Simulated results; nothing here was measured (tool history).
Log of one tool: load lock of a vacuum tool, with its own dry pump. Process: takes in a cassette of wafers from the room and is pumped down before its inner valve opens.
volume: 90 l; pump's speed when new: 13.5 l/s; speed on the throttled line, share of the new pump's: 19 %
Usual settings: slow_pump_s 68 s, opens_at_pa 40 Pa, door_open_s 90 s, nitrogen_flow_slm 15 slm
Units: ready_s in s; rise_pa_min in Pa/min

run     day  slow_pump_s  opens_at_pa  door_open_s  nitrogen_flow_slm  incoming humidity of the room's air, %  ready_s  rise_pa_min
  1       0           68           40           90                 15                                    47.3    107.6        0.036
  2   5.117           68           40           90                 21                                    46.5      108        0.034
  3  10.062           68           40           90                 21                                    46.8    107.5        0.036
  4  13.954           68           40           90                 21                                    47.9    107.4        0.037
  5  17.158           68           40           90                 21                                    43.7    108.5        0.024
  6  19.546           68           40           90                 21                                      42    108.7        0.029
  7   22.25           68           40           90                 15                                    42.1    109.6        0.034
  8  24.988           68           40           90                 15                                    42.7    107.5        0.041
  9  27.454           68           40           90                 15                                    41.4    107.4        0.031
 10  32.692           68           36           90                 14                                    43.4    108.2        0.037
 11  35.762           68           36          112                 14                                    42.8      108        0.046
 12  38.838           68           36          112                 14                                    42.7      109        0.048
 13  44.042          119           59           68                 15                                    43.5    145.8        0.032
 14  47.196           98           59           64                 34                                    44.7      128        0.021
 15  51.829           68           40           27                 30                                    43.2    107.6        0.012
 16  54.888           59           39           90                 15                                    43.7    100.3        0.039
 17  59.467           59           43          191                 15                                    50.6    100.1        0.061
 18   61.65           35           43          154                  9                                    41.6     81.1        0.064

Forecast each of these 5 alternatives for the next run:
  A  65.796           82           29           90                  7                                    43.7        ?            ?
  B  65.796          132           40           88                 12                                    42.3        ?            ?
  C  65.796           35           43          183                 20                                    41.6        ?            ?
  D  65.796          130           40           51                 15                                    45.4        ?            ?
  E  65.796           35           43          154                 16                                    42.9        ?            ?

run  ready_s  rise_pa_min
  A    121.3        0.055
  B    158.7        0.038
  C     81.3        0.049
  D    157.7        0.031
  E       80        0.051
Without the tool's hidden state the same runs would have given:
run  ready_s  rise_pa_min
  A    121.3        0.055
  B    158.7        0.038
  C     81.3        0.048
  D    157.7        0.031
  E       80        0.051
